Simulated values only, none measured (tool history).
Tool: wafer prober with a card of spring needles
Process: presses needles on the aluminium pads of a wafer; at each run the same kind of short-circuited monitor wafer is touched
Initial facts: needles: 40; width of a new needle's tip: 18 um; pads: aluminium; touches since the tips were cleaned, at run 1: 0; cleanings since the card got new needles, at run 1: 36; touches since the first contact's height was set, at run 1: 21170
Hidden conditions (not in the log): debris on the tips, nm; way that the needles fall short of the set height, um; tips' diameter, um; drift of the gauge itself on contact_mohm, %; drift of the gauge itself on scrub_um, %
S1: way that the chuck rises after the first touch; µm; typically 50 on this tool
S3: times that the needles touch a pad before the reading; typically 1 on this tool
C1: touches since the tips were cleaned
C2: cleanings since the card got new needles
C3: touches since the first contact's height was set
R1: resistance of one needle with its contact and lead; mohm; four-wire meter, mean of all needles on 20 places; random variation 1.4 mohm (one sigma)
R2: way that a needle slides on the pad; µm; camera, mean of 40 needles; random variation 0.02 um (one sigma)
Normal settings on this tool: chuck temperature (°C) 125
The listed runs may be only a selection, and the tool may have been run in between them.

run 1 hour=0 | S1=50 chuck_temperature_(°C)=125 S3=1 | C1=0 C2=36 C3=21170 | R1=127 R2=11.52
run 2 hour=8 | S1=50 chuck_temperature_(°C)=125 S3=1 | C1=5989 C2=36 C3=27159 | R1=125 R2=11.49
-- hour=8.7 tips cleaned on abrasive film
run 3 hour=13.7 | S1=50 chuck_temperature_(°C)=125 S3=1 | C1=3772 C2=37 C3=31381 | R1=123 R2=11.53
-- hour=17.8 tips cleaned on abrasive film
run 4 hour=22.9 | S1=50 chuck_temperature_(°C)=125 S3=2 | C1=3839 C2=38 C3=38211 | R1=125 R2=11.52
-- hour=26.4 tips cleaned on abrasive film
run 5 hour=32.5 | S1=50 chuck_temperature_(°C)=125 S3=2 | C1=4588 C2=39 C3=45305 | R1=124 R2=11.57
-- hour=34.9 tips cleaned on abrasive film
run 6 hour=37.2 | S1=50 chuck_temperature_(°C)=125 S3=1 | C1=1749 C2=40 C3=48730 | R1=123 R2=11.55
-- hour=43.3 tips cleaned on abrasive film
run 7 hour=44.6 | S1=50 chuck_temperature_(°C)=76 S3=1 | C1=956 C2=41 C3=54211 | R1=118 R2=11.56
-- hour=51.8 tips cleaned on abrasive film
run 8 hour=53.5 | S1=50 chuck_temperature_(°C)=76 S3=1 | C1=1277 C2=42 C3=60794 | R1=119 R2=11.58
-- hour=60.7 tips cleaned on abrasive film
run 9 hour=61.9 | S1=50 chuck_temperature_(°C)=76 S3=1 | C1=837 C2=43 C3=66992 | R1=118 R2=11.61
run 10 hour=66.8 | S1=50 chuck_temperature_(°C)=76 S3=1 | C1=4530 C2=43 C3=70685 | R1=118 R2=11.6
-- hour=69.5 tips cleaned on abrasive film
run 11 hour=75.3 | S1=50 chuck_temperature_(°C)=125 S3=1 | C1=4300 C2=44 C3=76961 | R1=125 R2=11.61
-- hour=76.6 height of the first contact set anew
-- hour=78.3 tips cleaned on abrasive film
run 12 hour=80.4 | S1=50 chuck_temperature_(°C)=62 S3=1 | C1=1568 C2=45 C3=2813 | R1=116 R2=11.57
-- hour=87.4 tips cleaned on abrasive film
run 13 hour=88 | S1=34 chuck_temperature_(°C)=36 S3=1 | C1=450 C2=46 C3=8372 | R1=119 R2=7.89
run 14 hour=93.5 | S1=34 chuck_temperature_(°C)=36 S3=1 | C1=4587 C2=46 C3=12509 | R1=121 R2=7.91
-- hour=96.2 tips cleaned on abrasive film
run 15 hour=99.5 | S1=40 chuck_temperature_(°C)=125 S3=2 | C1=2444 C2=47 C3=16940 | R1=129 R2=9.29
-- hour=105 tips cleaned on abrasive film
run 16 hour=109.7 | S1=50 chuck_temperature_(°C)=125 S3=1 | C1=3503 C2=48 C3=24480 | R1=126 R2=11.61
-- hour=113.9 tips cleaned on abrasive film
run 17 hour=119.9 | S1=43 chuck_temperature_(°C)=102 S3=1 | C1=4502 C2=49 C3=32057 | R1=127 R2=10.02
-- hour=123.1 tips cleaned on abrasive film
run 18 hour=127.3 | S1=33 chuck_temperature_(°C)=105 S3=1 | C1=3119 C2=50 C3=37542 | R1=133 R2=7.67
-- hour=129.3 gauge calibrated
-- hour=132.3 tips cleaned on abrasive film
run 19 hour=133.2 | S1=33 chuck_temperature_(°C)=44 S3=1 | C1=738 C2=51 C3=41922 | R1=121 R2=7.55
run 20 hour=139.4 | S1=33 chuck_temperature_(°C)=44 S3=1 | C1=5388 C2=51 C3=46572 | R1=122 R2=7.6
-- hour=140.9 tips cleaned on abrasive film
run 21 hour=146.5 | S1=33 chuck_temperature_(°C)=44 S3=1 | C1=4169 C2=52 C3=51787 | R1=121 R2=7.58
-- hour=149.8 tips cleaned on abrasive film
run 22 hour=154.6 | S1=33 chuck_temperature_(°C)=44 S3=1 | C1=3591 C2=53 C3=57767 | R1=121 R2=7.63
-- hour=159 tips cleaned on abrasive film
run 23 hour=164.1 | S1=50 chuck_temperature_(°C)=44 S3=2 | C1=3835 C2=54 C3=64805 | R1=113 R2=11.54
-- hour=167.7 tips cleaned on abrasive film
run 24 hour=171.3 | S1=50 chuck_temperature_(°C)=44 S3=2 | C1=2683 C2=55 C3=70121 | R1=116 R2=11.56

What if the next run were any one of these 3? Each begins from the tool's condition after run 24:
run A hour=175.8 | S1=50 chuck_temperature_(°C)=44 S3=1 | C1=6035 C2=55 C3=73473 | R1=? R2=?
run B hour=175.8 | S1=43 chuck_temperature_(°C)=106 S3=2 | C1=6035 C2=55 C3=73473 | R1=? R2=?
run C hour=175.8 | S1=47 chuck_temperature_(°C)=125 S3=1 | C1=6035 C2=55 C3=73473 | R1=? R2=?

run=A R1=113 R2=11.56
run=B R1=125 R2=9.95
run=C R1=128 R2=10.84
Take away the tool's hidden state, keep each run's random variation, and the runs would have read:
run=A R1=113 R2=11.5
run=B R1=125 R2=9.9
run=C R1=128 R2=10.78
